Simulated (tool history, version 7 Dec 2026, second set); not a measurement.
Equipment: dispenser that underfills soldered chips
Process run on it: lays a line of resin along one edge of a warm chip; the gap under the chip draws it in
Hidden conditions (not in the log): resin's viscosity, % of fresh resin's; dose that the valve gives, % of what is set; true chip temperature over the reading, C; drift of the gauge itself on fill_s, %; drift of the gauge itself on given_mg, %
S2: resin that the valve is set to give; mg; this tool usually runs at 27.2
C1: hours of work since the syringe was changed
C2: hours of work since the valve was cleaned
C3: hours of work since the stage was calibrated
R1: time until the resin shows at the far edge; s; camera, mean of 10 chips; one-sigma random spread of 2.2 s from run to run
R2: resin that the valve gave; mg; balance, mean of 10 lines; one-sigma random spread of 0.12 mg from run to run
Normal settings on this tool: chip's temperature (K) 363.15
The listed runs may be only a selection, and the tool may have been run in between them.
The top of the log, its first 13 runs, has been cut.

{"hour": 89.8, "done": "new syringe of resin"}
{"run": 14, "hour": 91.7, "chip's temperature (K)": 367.15, "S2": 33.2, "C1": 1, "C2": 59, "C3": 124, "R1": 182.8, "R2": 31.6}
{"run": 15, "hour": 102.4, "chip's temperature (K)": 363.15, "S2": 27.2, "C1": 9, "C2": 66, "C3": 132, "R1": 386.4, "R2": 25.84}
{"hour": 103.3, "done": "new syringe of resin"}
{"run": 16, "hour": 110.7, "chip's temperature (K)": 363.15, "S2": 27.2, "C1": 5, "C2": 72, "C3": 138, "R1": 293.5, "R2": 25.66}
{"hour": 117.0, "done": "new syringe of resin"}
{"run": 17, "hour": 117.0, "chip's temperature (K)": 363.15, "S2": 27.2, "C1": 0, "C2": 77, "C3": 142, "R1": 213.7, "R2": 25.61}
{"run": 18, "hour": 127.1, "chip's temperature (K)": 363.15, "S2": 35.1, "C1": 7, "C2": 84, "C3": 150, "R1": 336.9, "R2": 33.0}
{"hour": 130.7, "done": "new syringe of resin"}
{"run": 19, "hour": 133.2, "chip's temperature (K)": 351.15, "S2": 29.9, "C1": 2, "C2": 88, "C3": 154, "R1": 386.2, "R2": 27.9}
{"run": 20, "hour": 138.0, "chip's temperature (K)": 358.15, "S2": 27.8, "C1": 5, "C2": 92, "C3": 157, "R1": 370.3, "R2": 25.64}
{"hour": 144.1, "done": "new syringe of resin"}
{"run": 21, "hour": 144.6, "chip's temperature (K)": 368.15, "S2": 25.2, "C1": 0, "C2": 96, "C3": 162, "R1": 178.4, "R2": 23.23}
{"run": 22, "hour": 149.1, "chip's temperature (K)": 362.15, "S2": 34.6, "C1": 4, "C2": 100, "C3": 165, "R1": 263.3, "R2": 31.82}
{"run": 23, "hour": 156.6, "chip's temperature (K)": 375.15, "S2": 27.3, "C1": 9, "C2": 105, "C3": 171, "R1": 237.1, "R2": 24.87}
{"hour": 157.5, "done": "new syringe of resin"}
{"run": 24, "hour": 163.3, "chip's temperature (K)": 353.15, "S2": 24.1, "C1": 4, "C2": 110, "C3": 175, "R1": 450.3, "R2": 22.03}
{"hour": 170.6, "done": "new syringe of resin"}
{"run": 25, "hour": 172.4, "chip's temperature (K)": 374.15, "S2": 24.7, "C1": 1, "C2": 116, "C3": 182, "R1": 148.4, "R2": 22.44}
{"run": 26, "hour": 177.4, "chip's temperature (K)": 370.15, "S2": 33.3, "C1": 5, "C2": 120, "C3": 185, "R1": 210.3, "R2": 30.18}
{"hour": 184.2, "done": "new syringe of resin"}
{"run": 27, "hour": 186.1, "chip's temperature (K)": 370.15, "S2": 33.3, "C1": 1, "C2": 126, "C3": 192, "R1": 156.8, "R2": 29.89}
{"hour": 188.0, "done": "dispensing valve cleaned and set on the balance"}
{"run": 28, "hour": 194.5, "chip's temperature (K)": 353.15, "S2": 32.1, "C1": 7, "C2": 5, "C3": 197, "R1": 467.7, "R2": 32.24}
{"hour": 198.6, "done": "new syringe of resin"}
{"run": 29, "hour": 205.7, "chip's temperature (K)": 353.15, "S2": 32.1, "C1": 5, "C2": 13, "C3": 205, "R1": 423.8, "R2": 31.77}
{"hour": 212.3, "done": "new syringe of resin"}
{"run": 30, "hour": 213.8, "chip's temperature (K)": 353.15, "S2": 32.1, "C1": 1, "C2": 18, "C3": 211, "R1": 323.3, "R2": 31.56}
{"run": 31, "hour": 219.0, "chip's temperature (K)": 352.15, "S2": 27.2, "C1": 5, "C2": 22, "C3": 214, "R1": 439.7, "R2": 26.8}
{"hour": 225.3, "done": "new syringe of resin"}
{"run": 32, "hour": 225.3, "chip's temperature (K)": 376.15, "S2": 25.3, "C1": 0, "C2": 27, "C3": 219, "R1": 121.9, "R2": 24.62}
{"run": 33, "hour": 234.4, "chip's temperature (K)": 376.15, "S2": 25.3, "C1": 7, "C2": 33, "C3": 225, "R1": 194.8, "R2": 24.79}
{"hour": 238.3, "done": "new syringe of resin"}
{"run": 34, "hour": 240.7, "chip's temperature (K)": 378.15, "S2": 27.5, "C1": 2, "C2": 38, "C3": 230, "R1": 125.6, "R2": 26.62}
{"hour": 251.3, "done": "new syringe of resin"}
{"run": 35, "hour": 251.3, "chip's temperature (K)": 357.15, "S2": 24.3, "C1": 0, "C2": 45, "C3": 237, "R1": 269.2, "R2": 23.41}

What if the next run were any one of these 3? Each begins from the tool's condition after run 35:
{"run": "A", "hour": 261.3, "chip's temperature (K)": 372.15, "S2": 29.1, "C1": 7, "C2": 52, "C3": 245, "R1": "?", "R2": "?"}
{"run": "B", "hour": 261.3, "chip's temperature (K)": 352.15, "S2": 27.2, "C1": 7, "C2": 52, "C3": 245, "R1": "?", "R2": "?"}
{"run": "C", "hour": 261.3, "chip's temperature (K)": 354.15, "S2": 27.8, "C1": 7, "C2": 52, "C3": 245, "R1": "?", "R2": "?"}

run=A R1=227.0 R2=27.93
run=B R1=538.1 R2=26.10
run=C R1=485.4 R2=26.58
Without the tool's unlogged condition, the same runs would have read:
run=A R1=145.2 R2=29.16
run=B R1=346.8 R2=27.25
run=C R1=312.4 R2=27.76

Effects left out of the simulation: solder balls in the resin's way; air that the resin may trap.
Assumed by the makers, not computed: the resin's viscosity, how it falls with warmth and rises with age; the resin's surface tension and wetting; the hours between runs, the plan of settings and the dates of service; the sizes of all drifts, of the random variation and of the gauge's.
